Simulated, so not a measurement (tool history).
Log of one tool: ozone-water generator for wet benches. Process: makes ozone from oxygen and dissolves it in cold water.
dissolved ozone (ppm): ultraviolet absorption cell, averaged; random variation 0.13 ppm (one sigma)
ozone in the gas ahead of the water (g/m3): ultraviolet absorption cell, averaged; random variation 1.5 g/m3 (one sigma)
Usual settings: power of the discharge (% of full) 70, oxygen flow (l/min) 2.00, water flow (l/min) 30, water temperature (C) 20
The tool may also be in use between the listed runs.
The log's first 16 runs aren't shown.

run   hour  power of the discharge (% of full)  oxygen flow (l/min)  water flow (l/min)  water temperature (C)  dissolved ozone (ppm)  ozone in the gas ahead of the water (g/m3)
 17  514.0                                  69                 2.00                  30                     20                   11.9                                       267.2
 18  538.2                                  69                 2.00                  30                     20                   11.9                                       269.5
 19  582.0                                  69                 2.00                  27                     21                   13.3                                       267.6
 20  610.2                                  69                 1.24                  27                     21                   10.8                                       327.2
 21  631.6                                  70                 1.44                  30                     12                   11.1                                       310.5
 22  661.1                                  84                 1.44                  30                     20                   12.3                                       365.7
 23  693.5                                  47                 1.49                  30                     20                    7.8                                       220.3
 24  732.1                                  47                 1.94                  38                     16                    6.7                                       197.0
 25  751.9                                  54                 1.55                  30                     20                    8.8                                       241.0
 26  789.1                                  68                 1.55                  25                     20                   13.0                                       296.6
 27  807.8                                  68                 1.55                  25                     20                   13.0                                       295.6
 28  830.3                                  70                 2.00                  30                     12                   12.6                                       270.1
 29  863.7                                  70                 2.00                  30                     12                   12.6                                       270.3
 30  889.6                                  54                 3.36                  40                     13                    8.9                                       173.0
 31  921.6                                  54                 3.36                  32                     15                   11.4                                       173.5
 32  951.7                                  54                 3.36                  32                     15                   11.1                                       173.5
 33  989.8                                  70                 1.96                  25                     20                   14.7                                       270.5

3 ways to go on from here, each from the tool as it stands after run 33. What would each give?
  A  1017.9                                  70                 2.00                  30                     17                      ?                                           ?
  B  1017.9                                  70                 1.96                  25                     25                      ?                                           ?
  C  1017.9                                  71                 1.96                  34                     20                      ?                                           ?

run  dissolved ozone (ppm)  ozone in the gas ahead of the water (g/m3)
  A                   12.3                                       270.0
  B                   14.4                                       268.7
  C                   10.5                                       273.4
Without the tool's hidden state the same runs would have given:
run  dissolved ozone (ppm)  ozone in the gas ahead of the water (g/m3)
  A                   13.0                                       279.9
  B                   15.2                                       278.5
  C                   11.1                                       283.5

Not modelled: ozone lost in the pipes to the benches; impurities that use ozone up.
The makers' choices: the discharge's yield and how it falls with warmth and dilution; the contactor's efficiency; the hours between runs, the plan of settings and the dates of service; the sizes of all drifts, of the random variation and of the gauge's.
